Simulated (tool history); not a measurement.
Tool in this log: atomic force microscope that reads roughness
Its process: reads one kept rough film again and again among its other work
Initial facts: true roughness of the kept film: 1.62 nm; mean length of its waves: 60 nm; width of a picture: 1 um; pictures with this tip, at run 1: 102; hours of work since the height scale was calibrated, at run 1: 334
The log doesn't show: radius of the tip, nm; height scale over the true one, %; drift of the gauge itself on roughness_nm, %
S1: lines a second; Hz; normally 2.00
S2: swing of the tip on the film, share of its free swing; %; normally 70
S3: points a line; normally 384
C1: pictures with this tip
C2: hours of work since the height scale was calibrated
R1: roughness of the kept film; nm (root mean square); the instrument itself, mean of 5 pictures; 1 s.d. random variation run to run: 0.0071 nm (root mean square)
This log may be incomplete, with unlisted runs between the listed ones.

run	day	S1	S2	S3	C1	C2	R1
1	0.000	2.00	70	384	102	334	1.401
2	0.692	2.00	70	384	129	343	1.386
# day 0.758: new tip fitted
3	1.262	2.00	70	384	20	350	1.440
4	1.692	2.00	70	487	36	355	1.429
5	2.400	0.80	70	384	64	364	1.496
6	3.062	0.80	70	384	90	373	1.482
7	3.721	2.00	70	384	115	381	1.407
# day 4.142: new tip fitted
8	4.438	0.51	78	668	11	390	1.524
9	5.000	0.51	74	668	33	397	1.524
10	5.433	3.09	77	344	50	402	1.283
11	5.796	3.09	77	344	64	407	1.281
12	6.183	3.09	77	776	79	412	1.274
13	6.879	3.09	77	776	106	421	1.270
14	7.375	3.09	59	776	126	427	1.432

Here are 4 independent what-if runs from the current tool condition. What would each one return?
# day 7.533: new tip fitted
A	8.021	1.49	70	384	19	435	?
# day 7.533: new tip fitted
B	8.021	1.54	86	418	19	435	?
# day 7.533: new tip fitted
C	8.021	2.00	69	590	19	435	?
# day 7.533: new tip fitted
D	8.021	2.00	79	384	19	435	?

run	R1
A	1.462
B	1.339
C	1.445
D	1.370
With no hidden state in the tool, these same runs would have given:
run	R1
A	1.485
B	1.360
C	1.468
D	1.391

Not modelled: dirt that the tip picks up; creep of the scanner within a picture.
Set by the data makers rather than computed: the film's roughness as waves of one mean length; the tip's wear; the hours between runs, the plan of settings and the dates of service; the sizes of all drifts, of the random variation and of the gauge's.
